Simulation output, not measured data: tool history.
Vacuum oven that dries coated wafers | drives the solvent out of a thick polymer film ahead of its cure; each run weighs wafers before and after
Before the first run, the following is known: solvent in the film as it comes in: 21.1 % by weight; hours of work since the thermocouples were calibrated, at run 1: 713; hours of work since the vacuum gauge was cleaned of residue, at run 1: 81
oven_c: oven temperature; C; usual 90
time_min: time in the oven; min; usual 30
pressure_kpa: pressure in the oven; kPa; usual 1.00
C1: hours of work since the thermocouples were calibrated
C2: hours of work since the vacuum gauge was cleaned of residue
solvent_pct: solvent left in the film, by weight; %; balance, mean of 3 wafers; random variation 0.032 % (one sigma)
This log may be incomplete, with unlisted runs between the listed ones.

{"run": 1, "hour": 0.0, "oven_c": 90, "time_min": 30, "pressure_kpa": 1.0, "C1": 713, "C2": 81, "solvent_pct": 0.94}
{"hour": 5.2, "done": "oven's thermocouples calibrated"}
{"run": 2, "hour": 7.8, "oven_c": 90, "time_min": 30, "pressure_kpa": 1.0, "C1": 1, "C2": 83, "solvent_pct": 1.17}
{"run": 3, "hour": 15.0, "oven_c": 90, "time_min": 30, "pressure_kpa": 1.0, "C1": 4, "C2": 86, "solvent_pct": 1.11}
{"run": 4, "hour": 27.7, "oven_c": 90, "time_min": 30, "pressure_kpa": 1.0, "C1": 9, "C2": 91, "solvent_pct": 1.13}
{"run": 5, "hour": 39.5, "oven_c": 90, "time_min": 30, "pressure_kpa": 1.0, "C1": 14, "C2": 96, "solvent_pct": 1.21}
{"run": 6, "hour": 50.4, "oven_c": 90, "time_min": 30, "pressure_kpa": 1.34, "C1": 19, "C2": 100, "solvent_pct": 1.31}
{"hour": 52.5, "done": "vacuum gauge cleaned of residue and calibrated"}
{"run": 7, "hour": 58.6, "oven_c": 90, "time_min": 30, "pressure_kpa": 1.34, "C1": 21, "C2": 3, "solvent_pct": 1.34}
{"run": 8, "hour": 70.0, "oven_c": 90, "time_min": 30, "pressure_kpa": 1.34, "C1": 26, "C2": 7, "solvent_pct": 1.33}
{"run": 9, "hour": 75.9, "oven_c": 90, "time_min": 30, "pressure_kpa": 1.0, "C1": 28, "C2": 10, "solvent_pct": 1.21}
{"run": 10, "hour": 84.5, "oven_c": 90, "time_min": 30, "pressure_kpa": 1.0, "C1": 32, "C2": 13, "solvent_pct": 1.19}
{"run": 11, "hour": 94.3, "oven_c": 90, "time_min": 30, "pressure_kpa": 1.0, "C1": 36, "C2": 17, "solvent_pct": 1.13}
{"run": 12, "hour": 102.7, "oven_c": 90, "time_min": 30, "pressure_kpa": 0.57, "C1": 39, "C2": 21, "solvent_pct": 0.9}
{"run": 13, "hour": 111.3, "oven_c": 97, "time_min": 18, "pressure_kpa": 1.0, "C1": 43, "C2": 24, "solvent_pct": 1.24}
{"hour": 123.9, "done": "vacuum gauge cleaned of residue and calibrated, once more"}
{"run": 14, "hour": 123.9, "oven_c": 77, "time_min": 31, "pressure_kpa": 1.0, "C1": 47, "C2": 0, "solvent_pct": 4.21}
{"run": 15, "hour": 136.6, "oven_c": 90, "time_min": 18, "pressure_kpa": 0.85, "C1": 53, "C2": 5, "solvent_pct": 2.59}
{"run": 16, "hour": 150.0, "oven_c": 94, "time_min": 19, "pressure_kpa": 0.7, "C1": 58, "C2": 11, "solvent_pct": 1.41}
{"run": 17, "hour": 162.7, "oven_c": 94, "time_min": 19, "pressure_kpa": 0.7, "C1": 63, "C2": 16, "solvent_pct": 1.36}
{"run": 18, "hour": 176.0, "oven_c": 94, "time_min": 19, "pressure_kpa": 0.7, "C1": 69, "C2": 21, "solvent_pct": 1.45}
{"run": 19, "hour": 188.5, "oven_c": 94, "time_min": 19, "pressure_kpa": 0.7, "C1": 74, "C2": 27, "solvent_pct": 1.37}

Each row is a separate what-if for the run after 19, all from the same tool condition, not one after another. Results?
{"run": "A", "hour": 194.6, "oven_c": 94, "time_min": 34, "pressure_kpa": 1.0, "C1": 76, "C2": 29, "solvent_pct": "?"}
{"run": "B", "hour": 194.6, "oven_c": 88, "time_min": 42, "pressure_kpa": 1.49, "C1": 76, "C2": 29, "solvent_pct": "?"}
{"run": "C", "hour": 194.6, "oven_c": 76, "time_min": 30, "pressure_kpa": 0.71, "C1": 76, "C2": 29, "solvent_pct": "?"}
{"run": "D", "hour": 194.6, "oven_c": 84, "time_min": 21, "pressure_kpa": 0.7, "C1": 76, "C2": 29, "solvent_pct": "?"}

run=A solvent_pct=0.66
run=B solvent_pct=1.17
run=C solvent_pct=4.54
run=D solvent_pct=3.51
What these runs would have given with no unlogged condition in the tool:
run=A solvent_pct=0.68
run=B solvent_pct=1.20
run=C solvent_pct=4.68
run=D solvent_pct=3.63

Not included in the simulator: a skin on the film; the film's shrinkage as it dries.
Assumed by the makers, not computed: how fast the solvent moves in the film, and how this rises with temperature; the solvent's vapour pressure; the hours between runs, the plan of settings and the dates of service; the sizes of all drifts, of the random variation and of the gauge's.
